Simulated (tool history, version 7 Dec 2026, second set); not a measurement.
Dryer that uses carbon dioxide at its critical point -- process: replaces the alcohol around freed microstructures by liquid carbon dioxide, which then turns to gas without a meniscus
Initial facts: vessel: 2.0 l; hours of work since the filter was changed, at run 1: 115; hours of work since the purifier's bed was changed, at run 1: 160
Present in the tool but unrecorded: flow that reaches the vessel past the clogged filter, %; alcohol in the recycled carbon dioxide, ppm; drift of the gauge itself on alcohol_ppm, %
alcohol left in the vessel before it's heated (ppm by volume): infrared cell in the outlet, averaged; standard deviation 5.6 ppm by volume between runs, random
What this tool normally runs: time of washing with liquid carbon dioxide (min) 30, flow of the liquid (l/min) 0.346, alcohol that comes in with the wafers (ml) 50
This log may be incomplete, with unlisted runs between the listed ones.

run,hour,time of washing with liquid carbon dioxide (min),flow of the liquid (l/min),alcohol that comes in with the wafers (ml),hours of work since the filter was changed,hours of work since the purifier's bed was changed,alcohol left in the vessel before it's heated (ppm by volume)
1,0.0,30,0.346,50,115,160,218
2,6.2,30,0.305,50,118,163,368
3,15.0,30,0.305,50,122,167,373
4,23.7,30,0.346,33,127,171,166
5,35.5,30,0.346,33,133,177,157
6,48.3,30,0.346,85,139,184,374
7,58.2,26,0.346,50,144,189,413
8,69.0,30,0.346,35,150,194,188
9,78.4,30,0.346,27,154,199,141
10,86.4,30,0.346,25,158,203,133
11,93.0,30,0.346,26,162,206,148
12,103.4,30,0.346,26,167,211,156
13,112.8,30,0.373,50,171,216,186
14,121.8,30,0.373,50,176,221,183
15,133.9,30,0.373,50,182,227,198
16,146.4,30,0.373,50,188,233,193
17,153.4,29,0.260,34,192,236,598
18,166.4,29,0.260,34,198,243,617
19,177.2,29,0.260,34,204,248,606
20,185.5,31,0.260,34,208,253,490
21,193.3,31,0.260,34,212,257,485
22,205.8,30,0.565,21,218,263,61
23,213.2,44,0.346,38,222,266,77
24,225.0,30,0.558,50,228,272,57
25,233.5,25,0.346,50,232,277,544
26,246.7,30,0.286,50,239,283,579
27,256.1,39,0.309,50,243,288,163
28,262.5,33,0.452,40,247,291,76
29,275.0,38,0.404,34,253,297,77
30,282.5,38,0.404,34,257,301,77
31,292.3,38,0.404,34,262,306,86
32,299.8,21,0.347,47,265,310,943

Selected run-to-run steps in alcohol left in the vessel before it's heated (ppm by volume), each split into two signed amounts: the part the tool would show with no hidden state at all (from settings, incoming material and random variation), and the remainder, which goes to the hidden state together with any gauge scatter not common to the measured and the hidden-state-free results:
Run 21 -> 22: time of washing with liquid carbon dioxide (min) 31 -> 30, flow of the liquid (l/min) 0.260 -> 0.565, alcohol that comes in with the wafers (ml) 34 -> 21. alcohol left in the vessel before it's heated (ppm by volume) -424: hidden state -93, all else -331.
Run 24 -> 25: time of washing with liquid carbon dioxide (min) 30 -> 25, flow of the liquid (l/min) 0.558 -> 0.346. alcohol left in the vessel before it's heated (ppm by volume) +487: hidden state +122, all else +365.
Run 26 -> 27: time of washing with liquid carbon dioxide (min) 30 -> 39, flow of the liquid (l/min) 0.286 -> 0.309. alcohol left in the vessel before it's heated (ppm by volume) -416: hidden state -97, all else -319.
Run 31 -> 32: time of washing with liquid carbon dioxide (min) 38 -> 21, flow of the liquid (l/min) 0.404 -> 0.347, alcohol that comes in with the wafers (ml) 34 -> 47. alcohol left in the vessel before it's heated (ppm by volume) +857: hidden state +214, all else +643.

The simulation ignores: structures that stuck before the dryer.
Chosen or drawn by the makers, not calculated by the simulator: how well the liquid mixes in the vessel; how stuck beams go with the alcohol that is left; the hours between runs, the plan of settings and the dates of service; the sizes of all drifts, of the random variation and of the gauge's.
